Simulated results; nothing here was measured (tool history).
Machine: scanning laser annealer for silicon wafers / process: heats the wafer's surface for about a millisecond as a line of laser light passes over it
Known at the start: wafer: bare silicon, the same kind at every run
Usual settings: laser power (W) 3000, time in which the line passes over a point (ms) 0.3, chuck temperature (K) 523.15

run   hour  laser power (W)  time in which the line passes over a point (ms)  chuck temperature (K)  highest temperature of the surface (K)
  1      0             3000                                              0.3                 523.15                                 1289.15
  2    7.4             3000                                              0.3                 523.15                                 1290.15
  3   18.7             3000                                              0.3                 523.15                                 1287.15
  4   32.4             3000                                              0.3                 523.15                                 1287.15
  5     47             3000                                              0.3                 523.15                                 1283.15
  6   60.8             3000                                              0.3                 523.15                                 1287.15
  7   74.4             3000                                              0.3                 523.15                                 1283.15
  8   84.2             2812                                              0.3                 523.15                                 1224.15
  9   92.7             2812                                              0.3                 523.15                                 1220.15
      98.5  -- optics aligned, line set to its width
 10  106.7             2812                                              0.3                 543.15                                 1237.15
 11  120.6             3268                                              0.3                 523.15                                 1368.15
       131  -- optics aligned, line set to its width, once more
 12  131.7             3268                                              0.3                 523.15                                 1391.15
 13    145             3268                                              0.3                 523.15                                 1393.15
 14    156             3268                                              0.3                 523.15                                 1392.15
 15    165             3000                                              0.3                 523.15                                 1304.15
 16  173.2             3000                                              0.3                 523.15                                 1300.15
 17  180.1             2745                                            0.233                 526.15                                 1139.15
 18    192             2745                                            0.233                 559.15                                 1171.15
 19  203.1             3065                                            0.213                 523.15                                 1199.15
 20  213.3             3227                                            0.284                 556.15                                 1381.15
 21  223.6             3037                                            0.224                 506.15                                 1192.15
 22  229.9             3154                                            0.333                 506.15                                 1372.15
 23  240.6             2733                                            0.375                 514.15                                 1274.15
 24    255             2733                                            0.368                 514.15                                 1265.15
 25  263.2             2694                                            0.322                 512.15                                 1207.15
 26  271.8             3000                                            0.227                 523.15                                 1198.15
 27  284.2             2888                                            0.322                 525.15                                 1281.15
 28  296.6             2568                                            0.268                 537.15                                 1136.15
 29  302.8             2682                                            0.247                 523.15                                 1126.15

Pick out some run-to-run changes in highest temperature of the surface (K). Of each, how much would a tool without hidden state show as well, from the settings, what came in and chance, and how much is left for the hidden state and any gauge scatter not in both results compared?
The tool's hidden condition here consists of: light that passes the window, % of a clean one's; laser's true power over the reading, %; width of the line over the set one, %; drift of the gauge itself on peak_c, C.
Run 9 -> 10: chuck temperature (K) 523.15 -> 543.15, optics aligned, line set to its width. highest temperature of the surface (K) +17: hidden state -7, all else +24.
Run 11 -> 12: optics aligned, line set to its width, once more. highest temperature of the surface (K) +23: hidden state +27, all else -4.
Run 19 -> 20: laser power (W) 3065 -> 3227, time in which the line passes over a point (ms) 0.213 -> 0.284, chuck temperature (K) 523.15 -> 556.15. highest temperature of the surface (K) +182: hidden state -3, all else +185.
Run 20 -> 21: laser power (W) 3227 -> 3037, time in which the line passes over a point (ms) 0.284 -> 0.224, chuck temperature (K) 556.15 -> 506.15. highest temperature of the surface (K) -189: hidden state +2, all else -191.

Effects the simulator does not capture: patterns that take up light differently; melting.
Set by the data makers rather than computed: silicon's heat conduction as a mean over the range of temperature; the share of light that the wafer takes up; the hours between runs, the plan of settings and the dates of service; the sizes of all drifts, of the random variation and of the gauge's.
